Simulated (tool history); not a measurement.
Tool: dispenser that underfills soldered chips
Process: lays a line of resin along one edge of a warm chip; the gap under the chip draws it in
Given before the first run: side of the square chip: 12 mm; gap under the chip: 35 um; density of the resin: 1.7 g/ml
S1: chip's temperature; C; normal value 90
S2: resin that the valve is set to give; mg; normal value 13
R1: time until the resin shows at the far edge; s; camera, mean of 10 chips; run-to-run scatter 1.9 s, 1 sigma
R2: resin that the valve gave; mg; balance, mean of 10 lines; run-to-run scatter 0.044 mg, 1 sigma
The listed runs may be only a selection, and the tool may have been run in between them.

run	day	S1	S2	R1	R2
1	0	90	13	198.7	12.82
# day 0.271: new syringe of resin
2	0.271	90	13	187	12.87
3	0.517	90	13	241.8	12.84
# day 0.596: new syringe of resin
4	0.704	86	13	242.2	12.88
# day 0.925: new syringe of resin
5	0.962	86	13	224.8	12.75
6	1.112	91	13	218.4	12.73
# day 1.246: new syringe of resin
7	1.375	91	13	212.1	12.76
8	1.508	91	13	236.3	12.79
# day 1.575: new syringe of resin
# day 1.733: dispensing valve cleaned and set on the balance
9	1.808	91	13	220.9	13.01
# day 1.933: new syringe of resin
10	2.021	85	13	248.6	12.98
11	2.221	85	13	306.1	12.96
# day 2.254: new syringe of resin
12	2.408	85	13	267.5	12.95
# day 2.567: new syringe of resin
13	2.617	85	13	244.9	12.95
# day 2.883: new syringe of resin
14	2.896	82	13	263.6	12.91
15	3.029	97	13	166.9	12.93
# day 3.196: new syringe of resin
16	3.254	97	13	153.5	12.95
17	3.454	97	13	185.3	12.91
# day 3.521: new syringe of resin
18	3.671	97	13	168.5	12.82
# day 3.838: new syringe of resin
19	3.917	97	13	155.4	12.87
# day 4.154: new syringe of resin
20	4.179	99	15.6	140.1	15.35
21	4.317	99	15.6	157.3	15.39
# day 4.467: new syringe of resin
22	4.55	77	13.3	353.5	13.15
# day 4.775: new syringe of resin
23	4.792	77	13.3	337.5	13.16
24	4.954	77	13.3	392.4	13.05
# day 5.1: new syringe of resin
25	5.146	92	15.2	184.9	14.99
# day 5.3: dispensing valve cleaned and set on the balance
26	5.417	77	13.8	420.6	13.8
# day 5.462: new syringe of resin
27	5.542	90	16	199	15.96
# day 5.775: new syringe of resin
28	5.796	77	15.8	334	15.76
29	6.004	90	11.9	248.4	11.82
# day 6.108: new syringe of resin
30	6.183	90	14.6	204.8	14.56
31	6.333	90	14.6	242.2	14.51
# day 6.425: new syringe of resin
32	6.571	90	14.6	221.6	14.46
# day 6.754: new syringe of resin
33	6.771	90	14.6	190.1	14.56
34	6.925	96	11.9	177.9	11.79
# day 7.067: new syringe of resin
35	7.079	96	11.9	160.8	11.74

4 ways to go on from here, each from the tool as it stands after run 35. What would each give?
A	7.283	98	15.2	?	?
B	7.283	90	14.4	?	?
C	7.283	86	13.8	?	?
D	7.283	97	11.9	?	?

run	R1	R2
A	176	15.04
B	242.8	14.28
C	276.7	13.65
D	190.6	11.77
Take away the tool's hidden state, keep each run's random variation, and the runs would have read:
run	R1	R2
A	133.1	15.22
B	183.3	14.45
C	208.4	13.82
D	143.9	11.91
